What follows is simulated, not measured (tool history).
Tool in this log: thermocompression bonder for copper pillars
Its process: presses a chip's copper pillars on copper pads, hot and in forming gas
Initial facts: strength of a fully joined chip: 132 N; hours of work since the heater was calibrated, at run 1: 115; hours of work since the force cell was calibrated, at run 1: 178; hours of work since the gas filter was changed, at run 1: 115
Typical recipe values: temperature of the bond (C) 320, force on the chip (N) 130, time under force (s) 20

| run | hour | temperature of the bond (C) | force on the chip (N) | time under force (s) | hours of work since the heater was calibrated | hours of work since the force cell was calibrated | hours of work since the gas filter was changed | force that shears a chip off (N) |
|---|---|---|---|---|---|---|---|---|
| 1 | 0.0 | 320 | 130 | 20 | 115 | 178 | 115 | 52.1 |
| 2 | 4.7 | 320 | 130 | 43 | 117 | 181 | 117 | 68.9 |
| 3 | 13.4 | 345 | 130 | 20 | 123 | 186 | 123 | 66.4 |
| 4 | 19.3 | 345 | 130 | 20 | 126 | 189 | 126 | 66.5 |
| 5 | 26.3 | 345 | 130 | 20 | 130 | 194 | 130 | 66.6 |
| 6 | 34.3 | 345 | 130 | 20 | 135 | 198 | 135 | 65.5 |
| 7 | 39.7 | 320 | 130 | 42 | 138 | 202 | 138 | 68.7 |
| 8 | 44.6 | 320 | 130 | 42 | 141 | 204 | 141 | 68.7 |
| 9 | 53.3 | 320 | 130 | 20 | 146 | 210 | 146 | 51.9 |
| 10 | 62.5 | 320 | 130 | 20 | 152 | 215 | 152 | 53.2 |
| 11 | 70.8 | 320 | 130 | 20 | 157 | 220 | 157 | 52.6 |
| 12 | 76.8 | 320 | 88 | 20 | 160 | 224 | 160 | 40.9 |
| 13 | 85.3 | 320 | 88 | 20 | 165 | 229 | 165 | 40.8 |
| 14 | 90.4 | 346 | 130 | 20 | 168 | 232 | 168 | 66.4 |
| 15 | 99.1 | 320 | 130 | 20 | 174 | 237 | 174 | 52.3 |
| 16 | 105.1 | 320 | 130 | 11 | 177 | 240 | 177 | 42.2 |
| 17 | 112.8 | 320 | 130 | 48 | 182 | 245 | 182 | 73.2 |
| 18 | 119.5 | 320 | 130 | 22 | 186 | 249 | 186 | 54.6 |
| 19 | 123.9 | 310 | 173 | 20 | 188 | 252 | 188 | 57.0 |
| 20 | 128.2 | 320 | 100 | 20 | 191 | 254 | 191 | 44.7 |
| 21 | 135.3 | 320 | 100 | 20 | 195 | 258 | 195 | 44.6 |
| 22 | 143.0 | 320 | 100 | 20 | 200 | 263 | 200 | 44.7 |
| 23 | 152.0 | 340 | 93 | 28 | 205 | 268 | 205 | 58.1 |
| 24 | 157.1 | 296 | 88 | 25 | 208 | 271 | 208 | 35.4 |
|  | 166.8 | forming gas filter changed |
| 25 | 167.4 | 320 | 130 | 20 | 214 | 277 | 0 | 53.5 |
| 26 | 172.8 | 320 | 135 | 34 | 217 | 281 | 4 | 66.6 |
| 27 | 177.8 | 305 | 130 | 16 | 220 | 283 | 7 | 40.9 |
| 28 | 183.8 | 305 | 130 | 11 | 224 | 287 | 10 | 35.3 |
| 29 | 192.5 | 305 | 130 | 11 | 229 | 292 | 15 | 35.5 |
| 30 | 196.6 | 314 | 144 | 11 | 231 | 295 | 18 | 42.0 |
| 31 | 200.7 | 333 | 157 | 11 | 234 | 297 | 20 | 54.8 |
| 32 | 209.1 | 306 | 102 | 11 | 239 | 302 | 25 | 31.2 |
| 33 | 213.5 | 319 | 82 | 33 | 241 | 305 | 28 | 47.5 |

Hidden state at the last listed run before each entry between runs and at the first one after, where it differs:
From run 24 to run 25: forming gas filter changed (hour 166.8)
  oxide that the forming gas leaves, % of the face: 0.72 -> 0.51
